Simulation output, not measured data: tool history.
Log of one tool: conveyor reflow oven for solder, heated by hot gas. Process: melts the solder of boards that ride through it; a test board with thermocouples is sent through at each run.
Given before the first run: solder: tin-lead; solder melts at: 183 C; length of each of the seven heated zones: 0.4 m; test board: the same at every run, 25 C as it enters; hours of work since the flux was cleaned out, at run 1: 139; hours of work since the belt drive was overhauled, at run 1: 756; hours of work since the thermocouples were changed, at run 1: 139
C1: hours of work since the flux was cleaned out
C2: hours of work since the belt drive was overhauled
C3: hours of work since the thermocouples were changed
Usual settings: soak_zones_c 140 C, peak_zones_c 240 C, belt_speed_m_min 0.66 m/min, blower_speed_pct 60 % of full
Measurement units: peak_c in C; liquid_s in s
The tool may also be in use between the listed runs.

Run 1, hour 0: usual settings; C1 139; C2 756; C3 139. Result: peak_c 221.4 C, liquid_s 57.2 s.
Run 2, hour 21.4: usual settings but blower_speed_pct 88 % of full; C1 155; C2 772; C3 155. Result: peak_c 226.6 C, liquid_s 61.1 s.
At hour 46.3: flux residue cleaned out of gas plates and filters.
Run 3, hour 50.2: usual settings but blower_speed_pct 88 % of full; C1 3; C2 790; C3 172. Result: peak_c 226.7 C, liquid_s 61.6 s.
Run 4, hour 79.8: usual settings but peak_zones_c 230 C, blower_speed_pct 88 % of full; C1 25; C2 812; C3 194. Result: peak_c 218.2 C, liquid_s 56.3 s.
Run 5, hour 92.8: usual settings but belt_speed_m_min 0.712 m/min; C1 34; C2 821; C3 204. Result: peak_c 218.3 C, liquid_s 51.3 s.
Run 6, hour 116.6: usual settings but belt_speed_m_min 0.712 m/min; C1 52; C2 839; C3 221. Result: peak_c 218.7 C, liquid_s 51.6 s.
Run 7, hour 128.5: usual settings but soak_zones_c 126 C; C1 61; C2 847; C3 230. Result: peak_c 218.3 C, liquid_s 51.2 s.
Run 8, hour 145.5: usual settings but soak_zones_c 126 C; C1 73; C2 860; C3 243. Result: peak_c 218.4 C, liquid_s 51.1 s.
Run 9, hour 174.6: usual settings but soak_zones_c 126 C; C1 95; C2 881; C3 264. Result: peak_c 218.4 C, liquid_s 51.3 s.
Run 10, hour 197.4: usual settings but soak_zones_c 126 C; C1 111; C2 898; C3 281. Result: peak_c 218.2 C, liquid_s 51.3 s.
Run 11, hour 222.8: usual settings but soak_zones_c 132 C, peak_zones_c 247 C, belt_speed_m_min 0.612 m/min, blower_speed_pct 54 % of full; C1 130; C2 917; C3 300. Result: peak_c 226.8 C, liquid_s 63.4 s.
Run 12, hour 244.7: usual settings but soak_zones_c 132 C, peak_zones_c 247 C, belt_speed_m_min 0.612 m/min, blower_speed_pct 54 % of full; C1 146; C2 933; C3 316. Result: peak_c 226.3 C, liquid_s 63.3 s.
Run 13, hour 258.5: usual settings but soak_zones_c 132 C, peak_zones_c 246 C, belt_speed_m_min 0.612 m/min, blower_speed_pct 54 % of full; C1 156; C2 943; C3 326. Result: peak_c 225.7 C, liquid_s 62.7 s.
At hour 281.2: flux residue cleaned out of gas plates and filters.
Run 14, hour 286.9: usual settings but soak_zones_c 132 C, peak_zones_c 246 C, belt_speed_m_min 0.612 m/min, blower_speed_pct 54 % of full; C1 4; C2 960; C3 343. Result: peak_c 226.1 C, liquid_s 62.5 s.
Run 15, hour 308.3: usual settings but soak_zones_c 132 C, peak_zones_c 246 C, belt_speed_m_min 0.612 m/min, blower_speed_pct 54 % of full; C1 20; C2 976; C3 359. Result: peak_c 226.2 C, liquid_s 62.6 s.
Run 16, hour 329.4: usual settings but soak_zones_c 132 C, peak_zones_c 246 C, belt_speed_m_min 0.612 m/min, blower_speed_pct 54 % of full; C1 35; C2 992; C3 374. Result: peak_c 226 C, liquid_s 62.8 s.
Run 17, hour 354.4: usual settings but soak_zones_c 139 C, peak_zones_c 234 C, belt_speed_m_min 0.747 m/min; C1 54; C2 1010; C3 393. Result: peak_c 211.6 C, liquid_s 43.3 s.
Run 18, hour 378.9: usual settings but soak_zones_c 139 C, peak_zones_c 234 C, belt_speed_m_min 0.747 m/min; C1 72; C2 1028; C3 411. Result: peak_c 211.8 C, liquid_s 43.3 s.
Run 19, hour 394.8: usual settings but soak_zones_c 146 C, peak_zones_c 244 C, belt_speed_m_min 0.789 m/min; C1 84; C2 1040; C3 423. Result: peak_c 219.1 C, liquid_s 48.1 s.

4 ways to go on from here, each from the tool as it stands after run 19. What would each give?
Run A, hour 408.1: usual settings but soak_zones_c 141 C, peak_zones_c 242 C, blower_speed_pct 73 % of full; C1 93; C2 1050; C3 432. Result: peak_c ?, liquid_s ?.
Run B, hour 408.1: usual settings but belt_speed_m_min 0.712 m/min; C1 93; C2 1050; C3 432. Result: peak_c ?, liquid_s ?.
Run C, hour 408.1: usual settings but soak_zones_c 148 C, peak_zones_c 232 C, blower_speed_pct 73 % of full; C1 93; C2 1050; C3 432. Result: peak_c ?, liquid_s ?.
Run D, hour 408.1: usual settings but soak_zones_c 126 C, peak_zones_c 244 C, belt_speed_m_min 0.789 m/min; C1 93; C2 1050; C3 432. Result: peak_c ?, liquid_s ?.

run  peak_c  liquid_s
  A   226.2      60.9
  B   218.3        51
  C   218.4      59.2
  D   214.2      39.4
With the hidden condition removed and each run's random variation left untouched, the same runs would have given:
run  peak_c  liquid_s
  A   226.3      60.9
  B   218.4        51
  C   218.5      59.2
  D   214.3      39.4

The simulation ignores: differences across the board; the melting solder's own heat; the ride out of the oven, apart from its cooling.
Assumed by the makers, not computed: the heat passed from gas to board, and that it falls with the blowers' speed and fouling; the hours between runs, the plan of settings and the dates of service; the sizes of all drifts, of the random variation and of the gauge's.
